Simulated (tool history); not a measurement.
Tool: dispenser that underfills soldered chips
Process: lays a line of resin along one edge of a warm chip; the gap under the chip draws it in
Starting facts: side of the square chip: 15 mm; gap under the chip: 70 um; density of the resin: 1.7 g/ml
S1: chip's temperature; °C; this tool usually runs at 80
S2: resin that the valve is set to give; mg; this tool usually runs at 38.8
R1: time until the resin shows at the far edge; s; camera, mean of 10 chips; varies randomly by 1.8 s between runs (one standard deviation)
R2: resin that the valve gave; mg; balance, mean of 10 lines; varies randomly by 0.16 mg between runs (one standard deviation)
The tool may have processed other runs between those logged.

run	day	S1	S2	R1	R2
1	0	80	38.8	184.5	37.43
2	0.15	80	38.8	207.9	36.95
# day 0.342: new syringe of resin
3	0.446	80	38.8	194.6	37.16
4	0.596	80	48.1	209.4	46.14
# day 0.725: new syringe of resin
5	0.792	72	38.8	270.3	36.92
6	1.033	72	33.9	330.5	32.06
# day 1.112: new syringe of resin
7	1.283	80	33.7	222.6	32.17
8	1.467	80	44.8	231.7	42.44
# day 1.5: new syringe of resin
9	1.688	80	44.8	205.6	42.36
# day 1.871: new syringe of resin
10	1.879	88	45	132.9	42.55
11	2.042	84	42.5	178.5	40.05
# day 2.262: new syringe of resin
12	2.312	84	42.5	158.7	40.08
13	2.5	72	45.8	293.2	43
# day 2.65: new syringe of resin
14	2.775	72	45.8	278	42.8
15	2.967	72	45.8	328.5	42.77
# day 3.025: new syringe of resin
16	3.167	80	37.6	211.3	34.98
# day 3.271: dispensing valve cleaned and set on the balance
17	3.425	80	37.6	243.7	37.08
# day 3.462: new syringe of resin
18	3.608	67	43.2	337.8	43.03

Difference, measured minus no-hidden-state, one row per run. Run-to-run variation is common to both terms; the gauge's own scatter need not be:
The hidden state here: resin's viscosity, % of fresh resin's; dose that the valve gives, % of what is set; true chip temperature over the reading, C; drift of the gauge itself on fill_s, %; drift of the gauge itself on given_mg, %.
run	R1	R2
1	+12.1	-1.5
2	+34.2	-1.55
3	+22.8	-1.66
4	+42.9	-2.13
5	+27.2	-1.77
6	+83.7	-1.63
7	+38.5	-1.7
8	+61.7	-2.33
9	+36.1	-2.42
10	+9.8	-2.52
11	+32.4	-2.44
12	+15.4	-2.56
13	+62.6	-2.83
14	+43.3	-2.95
15	+87.9	-3.04
16	+35.1	-2.55
17	+67.4	-0.13
18	+52.7	-0.22
